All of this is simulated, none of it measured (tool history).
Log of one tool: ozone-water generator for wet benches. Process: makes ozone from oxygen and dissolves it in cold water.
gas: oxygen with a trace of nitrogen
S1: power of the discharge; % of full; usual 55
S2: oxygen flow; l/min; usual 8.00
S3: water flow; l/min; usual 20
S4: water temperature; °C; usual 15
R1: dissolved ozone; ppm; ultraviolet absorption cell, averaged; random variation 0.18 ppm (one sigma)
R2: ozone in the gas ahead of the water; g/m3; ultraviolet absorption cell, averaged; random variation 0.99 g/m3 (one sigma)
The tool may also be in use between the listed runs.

{"run": 1, "hour": 0.0, "S1": 55, "S2": 8.0, "S3": 20, "S4": 15, "R1": 21.9, "R2": 157.2}
{"run": 2, "hour": 124.4, "S1": 55, "S2": 8.0, "S3": 20, "S4": 15, "R1": 22.3, "R2": 154.9}
{"run": 3, "hour": 185.0, "S1": 55, "S2": 8.0, "S3": 20, "S4": 15, "R1": 21.8, "R2": 157.5}
{"run": 4, "hour": 314.0, "S1": 55, "S2": 8.0, "S3": 20, "S4": 15, "R1": 21.9, "R2": 154.0}
{"run": 5, "hour": 410.3, "S1": 55, "S2": 8.0, "S3": 20, "S4": 15, "R1": 21.9, "R2": 153.6}
{"run": 6, "hour": 502.7, "S1": 55, "S2": 6.81, "S3": 20, "S4": 15, "R1": 22.5, "R2": 172.9}
{"run": 7, "hour": 561.9, "S1": 55, "S2": 8.0, "S3": 20, "S4": 15, "R1": 21.6, "R2": 155.7}
{"run": 8, "hour": 702.0, "S1": 55, "S2": 8.0, "S3": 20, "S4": 15, "R1": 21.7, "R2": 154.1}
{"run": 9, "hour": 838.8, "S1": 55, "S2": 8.0, "S3": 20, "S4": 15, "R1": 21.6, "R2": 154.7}
{"run": 10, "hour": 947.1, "S1": 72, "S2": 11.87, "S3": 13, "S4": 7, "R1": 36.9, "R2": 146.5}
{"run": 11, "hour": 1048.3, "S1": 78, "S2": 11.87, "S3": 13, "S4": 10, "R1": 36.8, "R2": 155.4}
{"run": 12, "hour": 1145.8, "S1": 64, "S2": 8.0, "S3": 20, "S4": 19, "R1": 22.1, "R2": 170.5}
{"run": 13, "hour": 1291.1, "S1": 55, "S2": 8.53, "S3": 20, "S4": 15, "R1": 21.2, "R2": 146.0}
{"run": 14, "hour": 1417.3, "S1": 71, "S2": 5.93, "S3": 29, "S4": 8, "R1": 21.2, "R2": 225.6}
{"run": 15, "hour": 1543.0, "S1": 62, "S2": 9.86, "S3": 13, "S4": 14, "R1": 29.2, "R2": 144.2}
{"run": 16, "hour": 1681.1, "S1": 55, "S2": 8.0, "S3": 21, "S4": 17, "R1": 19.4, "R2": 149.6}
{"run": 17, "hour": 1765.3, "S1": 69, "S2": 6.9, "S3": 20, "S4": 9, "R1": 27.7, "R2": 198.2}

The same runs without the tool's hidden state, with the same run-to-run variation:
The hidden state here: yield of the discharge, % of new electrodes'; contactor's efficiency, % of a clean one's; true water temperature over the reading, C; drift of the gauge itself on ozone_ppm, %; drift of the gauge itself on gas_g_m3, %.
run=1 R1=24.4 R2=172.1
run=2 R1=24.8 R2=170.1
run=3 R1=24.4 R2=173.1
run=4 R1=24.5 R2=169.9
run=5 R1=24.6 R2=169.9
run=6 R1=25.3 R2=191.5
run=7 R1=24.5 R2=172.7
run=8 R1=24.6 R2=171.5
run=9 R1=24.7 R2=172.7
run=10 R1=43.6 R2=169.4
run=11 R1=44.1 R2=182.2
run=12 R1=26.0 R2=195.6
run=13 R1=24.5 R2=164.9
run=14 R1=25.6 R2=264.3
run=15 R1=34.6 R2=166.5
run=16 R1=22.9 R2=170.7
run=17 R1=33.7 R2=233.9
